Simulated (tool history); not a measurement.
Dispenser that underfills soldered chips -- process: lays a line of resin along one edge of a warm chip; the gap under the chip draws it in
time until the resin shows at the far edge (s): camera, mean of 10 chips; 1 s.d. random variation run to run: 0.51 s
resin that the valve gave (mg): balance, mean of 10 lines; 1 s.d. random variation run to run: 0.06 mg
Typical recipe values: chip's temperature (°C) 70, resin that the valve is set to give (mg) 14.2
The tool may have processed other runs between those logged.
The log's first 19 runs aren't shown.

run    day  chip's temperature (°C)  resin that the valve is set to give (mg)  hours of work since the syringe was changed  hours of work since the valve was cleaned  hours of work since the stage was calibrated  time until the resin shows at the far edge (s)  resin that the valve gave (mg)
     3.321  -- new syringe of resin
 20  3.342                       70                                      14.2                                            0                                        136                                           139                                            40.3                           13.17
 21  3.562                       57                                      15.6                                            4                                        140                                           143                                            99.9                           14.45
     3.704  -- new syringe of resin
 22  3.717                       71                                      17.5                                            0                                        142                                           145                                            36.7                           16.20
 23  3.950                       71                                      17.5                                            4                                        146                                           149                                            47.3                           16.18
     4.025  -- dispensing valve cleaned and set on the balance
     4.133  -- new syringe of resin
 24  4.133                       78                                      16.8                                            0                                          2                                           151                                            26.1                           16.78
 25  4.375                       78                                      16.8                                            4                                          5                                           154                                            33.6                           16.77
     4.521  -- new syringe of resin
 26  4.600                       59                                      12.7                                            1                                          9                                           158                                            78.0                           12.66
 27  4.842                       79                                      14.2                                            5                                         12                                           162                                            35.3                           14.02
     4.908  -- new syringe of resin
 28  5.046                       79                                      14.2                                            2                                         15                                           165                                            29.0                           13.99
 29  5.233                       58                                      15.5                                            5                                         18                                           168                                           103.0                           15.30
     5.296  -- new syringe of resin
 30  5.450                       68                                      17.9                                            2                                         22                                           171                                            48.9                           17.50
 31  5.629                       57                                      17.6                                            5                                         24                                           173                                           106.2                           17.38
     5.683  -- new syringe of resin
 32  5.867                       69                                      14.2                                            3                                         28                                           177                                            49.9                           14.01
 33  6.008                       73                                      14.0                                            5                                         30                                           179                                            46.5                           13.78
     6.067  -- new syringe of resin
 34  6.225                       81                                      14.5                                            2                                         33                                           182                                            26.2                           14.16
 35  6.379                       66                                      14.2                                            5                                         36                                           185                                            65.5                           13.91

Predict each of these 4 candidate next runs independently; none follows another, all start after run 35:
     6.458  -- new syringe of resin
  A  6.604                       72                                      14.2                                            2                                         39                                           188                                               ?                               ?
     6.458  -- new syringe of resin
  B  6.604                       59                                      14.3                                            2                                         39                                           188                                               ?                               ?
     6.458  -- new syringe of resin
  C  6.604                       63                                      13.2                                            2                                         39                                           188                                               ?                               ?
     6.458  -- new syringe of resin
  D  6.604                       82                                      13.8                                            2                                         39                                           188                                               ?                               ?

run  time until the resin shows at the far edge (s)  resin that the valve gave (mg)
  A                                            40.7                           13.80
  B                                            80.1                           13.95
  C                                            65.3                           12.81
  D                                            25.7                           13.47
With no hidden state in the tool, these same runs would have given:
run  time until the resin shows at the far edge (s)  resin that the valve gave (mg)
  A                                            37.0                           14.11
  B                                            73.1                           14.26
  C                                            59.4                           13.11
  D                                            23.2                           13.78
